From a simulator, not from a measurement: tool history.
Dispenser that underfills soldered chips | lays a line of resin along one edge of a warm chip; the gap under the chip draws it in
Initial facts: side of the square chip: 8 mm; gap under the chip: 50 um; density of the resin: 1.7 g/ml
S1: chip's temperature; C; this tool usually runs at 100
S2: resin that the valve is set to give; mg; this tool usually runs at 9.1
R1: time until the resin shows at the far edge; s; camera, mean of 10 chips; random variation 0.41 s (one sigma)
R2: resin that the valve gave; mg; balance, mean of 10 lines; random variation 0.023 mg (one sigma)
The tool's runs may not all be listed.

run  hour   S1     S2    R1     R2
  1     0  100    9.1  35.9   9.04
  2   3.7  100    9.1  41.4   9.05
      6.6  -- new syringe of resin
  3   9.5  100    9.1  31.5   9.02
  4  12.9  111    9.1  24.6   9.07
  5  16.4  111    9.1  27.9   9.03
     21.3  -- new syringe of resin
  6  23.3  111   8.36  20.8   8.25
  7  28.7  111   8.36  25.7   8.26
  8    34  100   7.71    45   7.66
     35.5  -- new syringe of resin
  9    40  100   7.71  33.8    7.6
 10    44  100   7.71  38.9   7.58
 11    47  100  11.43  41.6   11.3
     49.8  -- new syringe of resin
 12  53.4  100  11.43  31.4  11.24
 13  58.8  100    9.1  38.1   8.93
 14  63.6  110    9.1  32.7   8.91
     64.2  -- new syringe of resin
 15  69.2  110    9.1  23.7   8.92
 16  72.8   98    9.1  40.1   8.95
 17  77.1   98   9.01  47.7   8.86
     78.6  -- new syringe of resin
 18  82.5   98   8.07  34.8   7.93
 19  85.8   91  10.81  48.2  10.55
 20  91.1  110   10.8  30.3  10.53

What does the tool deliver on the next run?
     92.7  -- new syringe of resin
 21  95.9  110  10.8   ?   ?

R1: 22.3 s
R2: 10.56 mg
On a tool with no hidden condition, and with the same random variation, this run would have come out at R1 19.2 s, R2 10.82 mg.
